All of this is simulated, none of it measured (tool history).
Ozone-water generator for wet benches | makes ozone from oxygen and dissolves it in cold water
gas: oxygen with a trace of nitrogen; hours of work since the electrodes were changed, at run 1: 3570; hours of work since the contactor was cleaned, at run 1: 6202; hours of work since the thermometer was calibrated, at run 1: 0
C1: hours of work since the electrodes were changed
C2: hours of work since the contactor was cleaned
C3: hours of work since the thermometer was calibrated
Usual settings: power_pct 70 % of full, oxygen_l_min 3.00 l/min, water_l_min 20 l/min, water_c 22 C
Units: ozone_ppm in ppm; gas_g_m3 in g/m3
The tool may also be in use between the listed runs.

run 1 day=0.000 | power_pct=70 oxygen_l_min=3.00 water_l_min=20 water_c=22 | C1=3570 C2=6202 C3=0 | ozone_ppm=14.7 gas_g_m3=177.2
run 2 day=3.162 | power_pct=86 oxygen_l_min=3.00 water_l_min=20 water_c=22 | C1=3620 C2=6252 C3=50 | ozone_ppm=17.0 gas_g_m3=208.8
run 3 day=5.621 | power_pct=86 oxygen_l_min=3.00 water_l_min=20 water_c=22 | C1=3659 C2=6291 C3=89 | ozone_ppm=17.4 gas_g_m3=211.5
run 4 day=9.242 | power_pct=70 oxygen_l_min=3.00 water_l_min=20 water_c=22 | C1=3717 C2=6349 C3=147 | ozone_ppm=14.6 gas_g_m3=178.9
run 5 day=12.888 | power_pct=70 oxygen_l_min=3.00 water_l_min=20 water_c=22 | C1=3775 C2=6407 C3=205 | ozone_ppm=14.6 gas_g_m3=178.0
run 6 day=16.712 | power_pct=70 oxygen_l_min=1.62 water_l_min=20 water_c=22 | C1=3836 C2=6467 C3=266 | ozone_ppm=13.0 gas_g_m3=241.5
run 7 day=21.425 | power_pct=70 oxygen_l_min=3.00 water_l_min=23 water_c=22 | C1=3911 C2=6542 C3=341 | ozone_ppm=13.0 gas_g_m3=179.1
run 8 day=25.854 | power_pct=43 oxygen_l_min=3.00 water_l_min=20 water_c=22 | C1=3981 C2=6613 C3=411 | ozone_ppm=9.9 gas_g_m3=122.0
run 9 day=28.754 | power_pct=43 oxygen_l_min=3.00 water_l_min=20 water_c=22 | C1=4027 C2=6659 C3=457 | ozone_ppm=10.0 gas_g_m3=122.7
run 10 day=33.038 | power_pct=70 oxygen_l_min=3.00 water_l_min=20 water_c=22 | C1=4095 C2=6727 C3=525 | ozone_ppm=14.6 gas_g_m3=180.7
run 11 day=36.704 | power_pct=70 oxygen_l_min=3.00 water_l_min=20 water_c=22 | C1=4154 C2=6785 C3=584 | ozone_ppm=14.8 gas_g_m3=179.5
run 12 day=40.225 | power_pct=70 oxygen_l_min=3.00 water_l_min=20 water_c=22 | C1=4210 C2=6841 C3=640 | ozone_ppm=14.8 gas_g_m3=180.8
run 13 day=45.629 | power_pct=70 oxygen_l_min=3.00 water_l_min=20 water_c=22 | C1=4296 C2=6927 C3=726 | ozone_ppm=14.5 gas_g_m3=181.3
run 14 day=49.767 | power_pct=70 oxygen_l_min=3.00 water_l_min=20 water_c=22 | C1=4361 C2=6993 C3=792 | ozone_ppm=14.4 gas_g_m3=182.4
-- day=52.312 gauge calibrated
run 15 day=54.029 | power_pct=70 oxygen_l_min=5.09 water_l_min=20 water_c=22 | C1=4429 C2=7061 C3=859 | ozone_ppm=15.1 gas_g_m3=135.0
run 16 day=59.908 | power_pct=77 oxygen_l_min=3.00 water_l_min=20 water_c=22 | C1=4523 C2=7154 C3=953 | ozone_ppm=15.9 gas_g_m3=192.5
run 17 day=63.171 | power_pct=77 oxygen_l_min=3.00 water_l_min=20 water_c=22 | C1=4575 C2=7206 C3=1005 | ozone_ppm=15.8 gas_g_m3=193.7
run 18 day=67.321 | power_pct=77 oxygen_l_min=3.00 water_l_min=20 water_c=22 | C1=4641 C2=7272 C3=1071 | ozone_ppm=15.4 gas_g_m3=193.6
run 19 day=69.975 | power_pct=77 oxygen_l_min=3.00 water_l_min=20 water_c=22 | C1=4683 C2=7315 C3=1113 | ozone_ppm=15.9 gas_g_m3=192.0
run 20 day=75.417 | power_pct=77 oxygen_l_min=3.00 water_l_min=20 water_c=22 | C1=4769 C2=7401 C3=1200 | ozone_ppm=15.9 gas_g_m3=190.9
run 21 day=78.429 | power_pct=77 oxygen_l_min=3.00 water_l_min=20 water_c=22 | C1=4817 C2=7449 C3=1247 | ozone_ppm=15.6 gas_g_m3=194.4
run 22 day=81.321 | power_pct=77 oxygen_l_min=3.00 water_l_min=20 water_c=22 | C1=4863 C2=7495 C3=1293 | ozone_ppm=15.6 gas_g_m3=193.9
run 23 day=86.912 | power_pct=77 oxygen_l_min=3.00 water_l_min=20 water_c=22 | C1=4952 C2=7584 C3=1382 | ozone_ppm=15.8 gas_g_m3=194.4
run 24 day=91.188 | power_pct=77 oxygen_l_min=3.00 water_l_min=20 water_c=22 | C1=5020 C2=7652 C3=1450 | ozone_ppm=15.6 gas_g_m3=194.6
run 25 day=94.842 | power_pct=77 oxygen_l_min=3.00 water_l_min=20 water_c=22 | C1=5078 C2=7710 C3=1508 | ozone_ppm=15.6 gas_g_m3=195.1
run 26 day=98.167 | power_pct=70 oxygen_l_min=1.79 water_l_min=20 water_c=16 | C1=5131 C2=7763 C3=1561 | ozone_ppm=13.9 gas_g_m3=235.9
run 27 day=101.742 | power_pct=70 oxygen_l_min=1.79 water_l_min=22 water_c=21 | C1=5188 C2=7820 C3=1618 | ozone_ppm=11.9 gas_g_m3=235.5
run 28 day=106.446 | power_pct=70 oxygen_l_min=1.79 water_l_min=22 water_c=21 | C1=5263 C2=7895 C3=1693 | ozone_ppm=12.0 gas_g_m3=238.6
run 29 day=110.829 | power_pct=84 oxygen_l_min=2.20 water_l_min=19 water_c=19 | C1=5333 C2=7964 C3=1763 | ozone_ppm=17.0 gas_g_m3=248.2
run 30 day=114.838 | power_pct=58 oxygen_l_min=2.20 water_l_min=19 water_c=19 | C1=5396 C2=8028 C3=1827 | ozone_ppm=12.9 gas_g_m3=184.1
run 31 day=118.071 | power_pct=58 oxygen_l_min=1.95 water_l_min=19 water_c=19 | C1=5448 C2=8079 C3=1878 | ozone_ppm=12.4 gas_g_m3=194.5
run 32 day=121.050 | power_pct=58 oxygen_l_min=1.95 water_l_min=19 water_c=19 | C1=5495 C2=8127 C3=1925 | ozone_ppm=12.5 gas_g_m3=197.9
run 33 day=126.533 | power_pct=89 oxygen_l_min=2.13 water_l_min=20 water_c=21 | C1=5582 C2=8214 C3=2013 | ozone_ppm=16.7 gas_g_m3=263.6
-- day=129.596 contactor cleaned
run 34 day=131.842 | power_pct=50 oxygen_l_min=3.90 water_l_min=22 water_c=27 | C1=5664 C2=36 C3=2094 | ozone_ppm=10.0 gas_g_m3=125.0

Some steps in gas_g_m3 between neighbouring runs. How much of each would the tool show without its hidden state too (settings, what came in, random variation), and how much is left for the hidden state, with any gauge scatter that isn't in both results?
The hidden state here: yield of the discharge, % of new electrodes'; contactor's efficiency, % of a clean one's; true water temperature over the reading, C; drift of the gauge itself on ozone_ppm, %; drift of the gauge itself on gas_g_m3, %.
Run 14 -> 15: oxygen_l_min 3.00 -> 5.09, gauge calibrated. gas_g_m3 -47.4 g/m3: hidden state -4.9, all else -42.5.
Run 29 -> 30: power_pct 84 -> 58. gas_g_m3 -64.1 g/m3: hidden state -1.4, all else -62.7.
Run 32 -> 33: power_pct 58 -> 89, oxygen_l_min 1.95 -> 2.13, water_l_min 19 -> 20, water_c 19 -> 21. gas_g_m3 +65.7 g/m3: hidden state +3.0, all else +62.7.
Run 33 -> 34: power_pct 89 -> 50, oxygen_l_min 2.13 -> 3.90, water_l_min 20 -> 22, water_c 21 -> 27, contactor cleaned. gas_g_m3 -138.6 g/m3: hidden state -4.9, all else -133.7.

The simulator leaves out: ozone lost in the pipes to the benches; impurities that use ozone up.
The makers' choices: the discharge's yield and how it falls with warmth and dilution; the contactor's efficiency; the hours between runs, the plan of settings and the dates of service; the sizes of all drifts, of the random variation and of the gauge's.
